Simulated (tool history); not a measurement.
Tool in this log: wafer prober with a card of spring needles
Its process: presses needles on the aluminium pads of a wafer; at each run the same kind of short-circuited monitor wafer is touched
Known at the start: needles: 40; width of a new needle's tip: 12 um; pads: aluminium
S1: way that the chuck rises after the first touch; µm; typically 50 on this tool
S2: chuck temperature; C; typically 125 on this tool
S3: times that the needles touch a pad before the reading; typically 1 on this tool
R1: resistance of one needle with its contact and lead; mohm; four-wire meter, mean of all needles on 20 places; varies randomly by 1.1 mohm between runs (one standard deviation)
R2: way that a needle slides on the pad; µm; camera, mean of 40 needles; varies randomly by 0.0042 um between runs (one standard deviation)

run,hour,S1,S2,S3,R1,R2
1,0,50,125,1,185,10.549
2,30,50,125,1,176,10.538
3,65.4,50,125,1,180,10.517
4,134.9,50,125,1,179,10.417
5,172.4,50,125,1,187,10.393
6,215.4,50,125,1,191,10.375
7,263.7,50,125,2,183,10.345
8,305,50,125,2,180,10.591
9,357.1,45,125,2,186,9.496
10,403.1,58,42,2,161,12.298
11,452.5,39,113,2,172,8.251
12,503.2,63,45,3,164,13.311
13,543.1,63,45,3,157,13.294
14,578.2,31,34,3,163,6.483
15,647,31,58,1,170,6.532
16,677.1,41,95,2,184,8.645

Removed from this log: 43 entries logged between the listed runs. Between which two listed runs does each belong, and how does the tool's hidden state at the listed run before it compare with that at the listed run after it?
Logged between run 1 and run 2: tips cleaned on abrasive film (hour 11.1); tips cleaned on abrasive film (hour 29.6)
  debris on the tips, nm: 118.2 -> 31.9; way that the needles fall short of the set height, um: 0.24 -> 0.34; tips' diameter, um: 12.22 -> 12.25
  the result without the hidden state subtracted from the measured one, R1: +14 -> +4 mohm; R2: -0.052 -> -0.073 µm
Logged between run 2 and run 3: tips cleaned on abrasive film (hour 44.8); tips cleaned on abrasive film (hour 63)
  debris on the tips, nm: 31.9 -> 80.2; way that the needles fall short of the set height, um: 0.34 -> 0.43; tips' diameter, um: 12.25 -> 12.28
  the result without the hidden state subtracted from the measured one, R1: +4 -> +9 mohm; R2: -0.073 -> -0.091 µm
Logged between run 3 and run 4: tips cleaned on abrasive film (hour 79.8); height of the first contact set anew (hour 86.9); tips cleaned on abrasive film (hour 98); tips cleaned on abrasive film (hour 116.1); tips cleaned on abrasive film (hour 134.1)
  debris on the tips, nm: 80.2 -> 47; way that the needles fall short of the set height, um: 0.43 -> 0.88; tips' diameter, um: 12.28 -> 12.35
  the result without the hidden state subtracted from the measured one, R1: +9 -> +5 mohm; R2: -0.091 -> -0.188 µm
Logged between run 4 and run 5: tips cleaned on abrasive film (hour 149.7); tips cleaned on abrasive film (hour 168.1)
  debris on the tips, nm: 47 -> 130.8; way that the needles fall short of the set height, um: 0.88 -> 0.96; tips' diameter, um: 12.35 -> 12.37
  the result without the hidden state subtracted from the measured one, R1: +5 -> +15 mohm; R2: -0.188 -> -0.203 µm
Logged between run 5 and run 6: tips cleaned on abrasive film (hour 183.5); tips cleaned on abrasive film (hour 201.3)
  debris on the tips, nm: 130.8 -> 155.8; way that the needles fall short of the set height, um: 0.96 -> 1.05; tips' diameter, um: 12.37 -> 12.41
  the result without the hidden state subtracted from the measured one, R1: +15 -> +18 mohm; R2: -0.203 -> -0.224 µm
Logged between run 6 and run 7: tips cleaned on abrasive film (hour 219.1); tips cleaned on abrasive film (hour 233.9); tips cleaned on abrasive film (hour 252)
  debris on the tips, nm: 155.8 -> 154.8; way that the needles fall short of the set height, um: 1.05 -> 1.16; tips' diameter, um: 12.41 -> 12.44
  the result without the hidden state subtracted from the measured one, R1: +18 -> +11 mohm; R2: -0.224 -> -0.246 µm
Logged between run 7 and run 8: tips cleaned on abrasive film (hour 267); height of the first contact set anew (hour 267.3); tips cleaned on abrasive film (hour 285.7); tips cleaned on abrasive film (hour 300.5)
  debris on the tips, nm: 154.8 -> 110.4; way that the needles fall short of the set height, um: 1.16 -> 0.09; tips' diameter, um: 12.44 -> 12.49
  the result without the hidden state subtracted from the measured one, R1: +11 -> +7 mohm; R2: -0.246 -> -0.019 µm
Logged between run 8 and run 9: tips cleaned on abrasive film (hour 315.9); tips cleaned on abrasive film (hour 334.1); tips cleaned on abrasive film (hour 348.9)
  debris on the tips, nm: 110.4 -> 152; way that the needles fall short of the set height, um: 0.09 -> 0.24; tips' diameter, um: 12.49 -> 12.54
  the result without the hidden state subtracted from the measured one, R1: +7 -> +12 mohm; R2: -0.019 -> -0.051 µm
Logged between run 9 and run 10: tips cleaned on abrasive film (hour 364.6); tips cleaned on abrasive film (hour 382.8); tips cleaned on abrasive film (hour 400.6); height of the first contact set anew, once more (hour 403.1)
  debris on the tips, nm: 152 -> 88.5; way that the needles fall short of the set height, um: 0.24 -> 0; tips' diameter, um: 12.54 -> 12.58
  the result without the hidden state subtracted from the measured one, R1: +12 -> +6 mohm; R2: -0.051 -> +0 µm
Logged between run 10 and run 11: tips cleaned on abrasive film (hour 417.9); tips cleaned on abrasive film (hour 436.2); tips cleaned on abrasive film (hour 452.5)
  debris on the tips, nm: 88.5 -> 7.5; way that the needles fall short of the set height, um: 0 -> 0.12; tips' diameter, um: 12.58 -> 12.63
  the result without the hidden state subtracted from the measured one, R1: +6 -> +1 mohm; R2: +0 -> -0.026 µm
Logged between run 11 and run 12: tips cleaned on abrasive film (hour 471); tips cleaned on abrasive film (hour 489.4)
  debris on the tips, nm: 7.5 -> 156.7; way that the needles fall short of the set height, um: 0.12 -> 0.19; tips' diameter, um: 12.63 -> 12.65
  the result without the hidden state subtracted from the measured one, R1: +1 -> +5 mohm; R2: -0.026 -> -0.04 µm
Logged between run 12 and run 13: tips cleaned on abrasive film (hour 507); tips cleaned on abrasive film (hour 525.4); tips cleaned on abrasive film (hour 543.1)
  debris on the tips, nm: 156.7 -> 15; way that the needles fall short of the set height, um: 0.19 -> 0.32; tips' diameter, um: 12.65 -> 12.7
  the result without the hidden state subtracted from the measured one, R1: +5 -> +1 mohm; R2: -0.04 -> -0.069 µm
Logged between run 13 and run 14: tips cleaned on abrasive film (hour 561.1); tips cleaned on abrasive film (hour 578.2)
  debris on the tips, nm: 15 -> 18.7; way that the needles fall short of the set height, um: 0.32 -> 0.42; tips' diameter, um: 12.7 -> 12.73
  the result without the hidden state subtracted from the measured one, R1: +1 -> +2 mohm; R2: -0.069 -> -0.089 µm
Logged between run 14 and run 15: height of the first contact set anew (hour 582.2); tips cleaned on abrasive film (hour 596.8); tips cleaned on abrasive film (hour 614.1); tips cleaned on abrasive film (hour 631.7); tips cleaned on abrasive film (hour 647)
  debris on the tips, nm: 18.7 -> 13.4; way that the needles fall short of the set height, um: 0.42 -> 0.19; tips' diameter, um: 12.73 -> 12.8
  the result without the hidden state subtracted from the measured one, R1: +2 -> +4 mohm; R2: -0.089 -> -0.04 µm
Logged between run 15 and run 16: tips cleaned on abrasive film (hour 665.5)
  debris on the tips, nm: 13.4 -> 153.9; way that the needles fall short of the set height, um: 0.19 -> 0.24; tips' diameter, um: 12.8 -> 12.81
  the result without the hidden state subtracted from the measured one, R1: +4 -> +15 mohm; R2: -0.04 -> -0.05 µm
